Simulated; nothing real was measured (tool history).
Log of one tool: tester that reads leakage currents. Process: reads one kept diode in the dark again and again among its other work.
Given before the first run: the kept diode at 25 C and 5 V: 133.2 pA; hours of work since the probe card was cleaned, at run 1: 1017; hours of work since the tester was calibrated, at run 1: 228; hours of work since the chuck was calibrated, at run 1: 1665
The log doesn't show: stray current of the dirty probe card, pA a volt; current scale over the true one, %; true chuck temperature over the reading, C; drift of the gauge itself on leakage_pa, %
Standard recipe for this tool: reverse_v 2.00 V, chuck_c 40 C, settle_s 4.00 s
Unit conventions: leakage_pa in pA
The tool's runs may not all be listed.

run    hour  reverse_v  chuck_c  settle_s  hours of work since the probe card was cleaned  hours of work since the tester was calibrated  hours of work since the chuck was calibrated  leakage_pa
  1     0.0       2.00       40      4.00                                            1017                                            228                                          1665      290.31
  2   161.3       2.00       40      5.31                                            1131                                            342                                          1779      293.52
  3   369.8       2.00       40      4.00                                            1279                                            490                                          1927      295.29
      543.8  -- chuck's temperature calibrated
  4   621.2       2.00       40      4.00                                            1455                                            666                                            55      250.86
  5   854.9       2.38       40      4.00                                            1621                                            832                                           220      278.24
  6  1087.7       2.38       26      4.00                                            1785                                            996                                           385      102.21

Run 7 comes next. What will it give?
  7  1305.2       2.00       40      4.00                                            1939                                           1150                                           539           ?

leakage_pa: 261.39 pA
Without the tool's hidden state the same run would have given leakage_pa 251.26 pA.
